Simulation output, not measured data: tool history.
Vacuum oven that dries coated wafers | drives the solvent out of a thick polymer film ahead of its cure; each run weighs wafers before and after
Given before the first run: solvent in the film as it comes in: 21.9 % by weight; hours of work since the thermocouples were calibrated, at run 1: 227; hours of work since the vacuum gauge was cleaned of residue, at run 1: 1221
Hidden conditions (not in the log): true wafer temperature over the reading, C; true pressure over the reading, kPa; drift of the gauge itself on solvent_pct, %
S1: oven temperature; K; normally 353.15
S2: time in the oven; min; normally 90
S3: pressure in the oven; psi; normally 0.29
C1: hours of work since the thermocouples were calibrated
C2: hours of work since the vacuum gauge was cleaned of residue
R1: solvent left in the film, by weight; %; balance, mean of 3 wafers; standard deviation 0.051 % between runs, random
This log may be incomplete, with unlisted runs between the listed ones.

{"run": 1, "hour": 0.0, "S1": 353.15, "S2": 90, "S3": 0.29, "C1": 227, "C2": 1221, "R1": 1.35}
{"run": 2, "hour": 39.1, "S1": 353.15, "S2": 90, "S3": 0.29, "C1": 251, "C2": 1244, "R1": 1.33}
{"run": 3, "hour": 73.0, "S1": 359.15, "S2": 90, "S3": 0.29, "C1": 271, "C2": 1265, "R1": 0.64}
{"run": 4, "hour": 109.5, "S1": 360.15, "S2": 90, "S3": 0.29, "C1": 293, "C2": 1287, "R1": 0.56}
{"run": 5, "hour": 159.2, "S1": 360.15, "S2": 90, "S3": 0.29, "C1": 323, "C2": 1316, "R1": 0.54}
{"run": 6, "hour": 190.5, "S1": 360.15, "S2": 90, "S3": 0.381, "C1": 342, "C2": 1335, "R1": 0.67}
{"run": 7, "hour": 225.4, "S1": 360.15, "S2": 90, "S3": 0.381, "C1": 363, "C2": 1356, "R1": 0.64}
{"run": 8, "hour": 254.2, "S1": 360.15, "S2": 90, "S3": 0.381, "C1": 380, "C2": 1374, "R1": 0.7}
{"run": 9, "hour": 311.4, "S1": 355.15, "S2": 90, "S3": 0.226, "C1": 415, "C2": 1408, "R1": 0.97}
{"run": 10, "hour": 336.3, "S1": 340.15, "S2": 66, "S3": 0.174, "C1": 430, "C2": 1423, "R1": 8.12}
{"run": 11, "hour": 378.3, "S1": 340.15, "S2": 66, "S3": 0.174, "C1": 455, "C2": 1448, "R1": 8.07}
{"run": 12, "hour": 415.1, "S1": 360.15, "S2": 113, "S3": 0.29, "C1": 477, "C2": 1470, "R1": 0.5}
{"run": 13, "hour": 460.3, "S1": 353.15, "S2": 65, "S3": 0.66, "C1": 504, "C2": 1498, "R1": 3.14}
{"run": 14, "hour": 514.6, "S1": 353.15, "S2": 65, "S3": 0.66, "C1": 537, "C2": 1530, "R1": 3.09}
{"run": 15, "hour": 547.2, "S1": 353.15, "S2": 106, "S3": 0.274, "C1": 556, "C2": 1550, "R1": 1.13}

Each row is a separate what-if for the run after 15, all from the same tool condition, not one after another. Results?
{"run": "A", "hour": 583.4, "S1": 366.15, "S2": 64, "S3": 0.569, "C1": 578, "C2": 1572, "R1": "?"}
{"run": "B", "hour": 583.4, "S1": 353.15, "S2": 95, "S3": 0.29, "C1": 578, "C2": 1572, "R1": "?"}
{"run": "C", "hour": 583.4, "S1": 359.15, "S2": 76, "S3": 0.428, "C1": 578, "C2": 1572, "R1": "?"}
{"run": "D", "hour": 583.4, "S1": 353.15, "S2": 54, "S3": 0.895, "C1": 578, "C2": 1572, "R1": "?"}
{"run": "E", "hour": 583.4, "S1": 353.15, "S2": 63, "S3": 0.29, "C1": 578, "C2": 1572, "R1": "?"}

run=A R1=0.64
run=B R1=1.46
run=C R1=0.9
run=D R1=4.43
run=E R1=2.62
With no hidden state in the tool, these same runs would have given:
run=A R1=0.58
run=B R1=1.3
run=C R1=0.79
run=D R1=4.13
run=E R1=2.37
